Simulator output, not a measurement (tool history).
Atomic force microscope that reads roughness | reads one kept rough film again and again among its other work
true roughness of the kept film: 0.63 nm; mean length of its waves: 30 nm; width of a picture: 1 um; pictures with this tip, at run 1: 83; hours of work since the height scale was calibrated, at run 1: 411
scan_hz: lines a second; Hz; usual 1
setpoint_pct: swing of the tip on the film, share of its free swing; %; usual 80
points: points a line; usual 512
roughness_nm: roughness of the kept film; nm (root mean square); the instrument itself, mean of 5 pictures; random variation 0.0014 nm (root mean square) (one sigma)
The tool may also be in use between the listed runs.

run   hour  scan_hz  setpoint_pct  points  pictures with this tip  hours of work since the height scale was calibrated  roughness_nm
  1      0        1            80     512                      83                                                  411         0.575
  2   15.7     2.75            80     512                     102                                                  419         0.509
  3   28.2     2.75            80     512                     116                                                  426         0.511
  4   39.2     2.75            80     512                     129                                                  432         0.511
  5     56        1            80     512                     148                                                  441         0.571
  6   69.1        1            80     512                     164                                                  448         0.572
  7   85.4     1.08            80     512                     183                                                  456         0.571
  8   93.9     1.08            80     512                     193                                                  461         0.569
  9  106.9     0.82            80     512                     208                                                  468          0.58
 10  115.4     0.82            80     512                     218                                                  473          0.58
 11  127.8      0.7            65     512                     232                                                  479         0.602
 12    143     0.67            68     867                     250                                                  487         0.603
 13  159.1        1            63     361                     268                                                  496         0.595
 14  169.7     0.53            80     364                     281                                                  502         0.588
 15  188.5     0.76            62     544                     303                                                  512         0.604
 16  201.5     0.76            62     544                     318                                                  519         0.603
     207.6  -- new tip fitted
 17  210.1     0.76            62     544                       3                                                  523         0.603
 18  229.2     0.76            84     864                      25                                                  533         0.577
 19  244.7     0.76            84     864                      43                                                  542         0.579

Forecast each of these 4 alternatives for the next run:
  A  259.2     0.51            81     682                      60                                                  549             ?
  B  259.2      0.6            78     410                      60                                                  549             ?
  C  259.2     3.59            84     864                      60                                                  549             ?
  D  259.2     0.62            73     834                      60                                                  549             ?

run  roughness_nm
  A         0.593
  B         0.588
  C         0.465
  D         0.599
Without the tool's hidden state the same runs would have given:
run  roughness_nm
  A         0.594
  B         0.589
  C         0.465
  D           0.6
